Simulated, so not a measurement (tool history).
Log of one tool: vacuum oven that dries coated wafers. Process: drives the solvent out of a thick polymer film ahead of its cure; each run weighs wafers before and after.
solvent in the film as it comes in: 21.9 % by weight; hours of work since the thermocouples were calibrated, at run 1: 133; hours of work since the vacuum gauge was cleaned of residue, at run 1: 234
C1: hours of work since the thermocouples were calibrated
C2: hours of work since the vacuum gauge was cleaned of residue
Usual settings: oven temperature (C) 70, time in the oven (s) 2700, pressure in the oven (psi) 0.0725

Run 1, hour 0: usual settings; C1 133; C2 234. Result: solvent left in the film (%) 2.39.
Run 2, hour 12.6: usual settings; C1 142; C2 243. Result: solvent left in the film (%) 2.39.
Run 3, hour 22.8: usual settings; C1 150; C2 251. Result: solvent left in the film (%) 2.38.
Run 4, hour 40.3: usual settings but time in the oven (s) 3480; C1 163; C2 264. Result: solvent left in the film (%) 1.52.
Run 5, hour 54.7: usual settings but time in the oven (s) 3480; C1 173; C2 274. Result: solvent left in the film (%) 1.37.
Run 6, hour 71.9: usual settings; C1 186; C2 287. Result: solvent left in the film (%) 2.58.
Run 7, hour 91.6: usual settings but time in the oven (s) 1620; C1 200; C2 301. Result: solvent left in the film (%) 5.2.
Run 8, hour 107: usual settings but time in the oven (s) 1620; C1 212; C2 313. Result: solvent left in the film (%) 5.3.
Run 9, hour 116.1: usual settings but time in the oven (s) 2640; C1 218; C2 319. Result: solvent left in the film (%) 2.5.
Run 10, hour 132.2: usual settings but oven temperature (C) 76; C1 230; C2 331. Result: solvent left in the film (%) 1.13.
Run 11, hour 150: usual settings but pressure in the oven (psi) 0.049; C1 243; C2 344. Result: solvent left in the film (%) 2.4.
Run 12, hour 161: usual settings but time in the oven (s) 2880; C1 251; C2 352. Result: solvent left in the film (%) 2.16.
Run 13, hour 172.4: usual settings but time in the oven (s) 2880; C1 260; C2 361. Result: solvent left in the film (%) 2.16.
Run 14, hour 184.3: usual settings but time in the oven (s) 4080; C1 268; C2 369. Result: solvent left in the film (%) 1.03.
Run 15, hour 193.2: usual settings but time in the oven (s) 4080; C1 275; C2 376. Result: solvent left in the film (%) 1.09.
Run 16, hour 206.1: usual settings but time in the oven (s) 4080; C1 284; C2 385. Result: solvent left in the film (%) 1.05.
Run 17, hour 219: usual settings but time in the oven (s) 4080; C1 294; C2 395. Result: solvent left in the film (%) 0.98.
Run 18, hour 236.9: usual settings but time in the oven (s) 3960; C1 307; C2 408. Result: solvent left in the film (%) 1.08.
Run 19, hour 252.9: usual settings but time in the oven (s) 3960; C1 319; C2 420. Result: solvent left in the film (%) 1.2.
Run 20, hour 263.6: usual settings but oven temperature (C) 79, time in the oven (s) 2160, pressure in the oven (psi) 0.0434; C1 327; C2 428. Result: solvent left in the film (%) 1.24.
Run 21, hour 273.1: usual settings but oven temperature (C) 76, time in the oven (s) 3360, pressure in the oven (psi) 0.0585; C1 334; C2 435. Result: solvent left in the film (%) 0.73.
Run 22, hour 287.9: usual settings but oven temperature (C) 59; C1 345; C2 445. Result: solvent left in the film (%) 6.56.
Run 23, hour 296.2: usual settings but oven temperature (C) 62, time in the oven (s) 2580, pressure in the oven (psi) 0.0455; C1 351; C2 452. Result: solvent left in the film (%) 5.51.
At hour 298.7: vacuum gauge cleaned of residue and calibrated.
Run 24, hour 315: usual settings but oven temperature (C) 66, time in the oven (s) 1800; C1 363; C2 12. Result: solvent left in the film (%) 6.3.
Run 25, hour 326.1: usual settings but oven temperature (C) 77, time in the oven (s) 1740; C1 372; C2 20. Result: solvent left in the film (%) 2.55.
Run 26, hour 339.7: usual settings but oven temperature (C) 77, time in the oven (s) 3300, pressure in the oven (psi) 0.0389; C1 382; C2 30. Result: solvent left in the film (%) 0.49.
Run 27, hour 348.6: usual settings but time in the oven (s) 1680, pressure in the oven (psi) 0.0571; C1 388; C2 37. Result: solvent left in the film (%) 5.31.
Run 28, hour 360.2: usual settings but time in the oven (s) 2280, pressure in the oven (psi) 0.0663; C1 397; C2 45. Result: solvent left in the film (%) 3.52.
At hour 366.4: vacuum gauge cleaned of residue and calibrated, once more.
Run 29, hour 373.5: usual settings but time in the oven (s) 2280, pressure in the oven (psi) 0.0663; C1 405; C2 5. Result: solvent left in the film (%) 3.47.
Run 30, hour 391.7: usual settings but oven temperature (C) 65, time in the oven (s) 2160, pressure in the oven (psi) 0.0682; C1 419; C2 19. Result: solvent left in the film (%) 5.54.
Run 31, hour 403.3: usual settings but time in the oven (s) 1920, pressure in the oven (psi) 0.1907; C1 427; C2 27. Result: solvent left in the film (%) 4.59.
Run 32, hour 417.1: usual settings but time in the oven (s) 1920, pressure in the oven (psi) 0.1907; C1 437; C2 37. Result: solvent left in the film (%) 4.78.
Run 33, hour 436.4: usual settings but oven temperature (C) 84, time in the oven (s) 1440, pressure in the oven (psi) 0.1907; C1 451; C2 51. Result: solvent left in the film (%) 1.99.
Run 34, hour 449.4: usual settings but oven temperature (C) 84, time in the oven (s) 1440, pressure in the oven (psi) 0.1907; C1 461; C2 61. Result: solvent left in the film (%) 1.98.
Run 35, hour 457.6: usual settings but oven temperature (C) 84, time in the oven (s) 1440, pressure in the oven (psi) 0.1907; C1 467; C2 67. Result: solvent left in the film (%) 1.82.
Run 36, hour 467.5: usual settings but oven temperature (C) 84, time in the oven (s) 1440, pressure in the oven (psi) 0.1907; C1 474; C2 74. Result: solvent left in the film (%) 2.09.

Forecast each of these 3 alternatives for the next run:
Run A, hour 476.7: usual settings but oven temperature (C) 59, time in the oven (s) 1440, pressure in the oven (psi) 0.2236; C1 481; C2 81. Result: solvent left in the film (%) ?.
Run B, hour 476.7: usual settings but oven temperature (C) 56, time in the oven (s) 3000; C1 481; C2 81. Result: solvent left in the film (%) ?.
Run C, hour 476.7: usual settings but oven temperature (C) 81, time in the oven (s) 1500; C1 481; C2 81. Result: solvent left in the film (%) ?.

run  solvent left in the film (%)
  A                          10.9
  B                          7.44
  C                          2.28
Without the tool's hidden state the same runs would have given:
run  solvent left in the film (%)
  A                         10.56
  B                          7.04
  C                          2.06
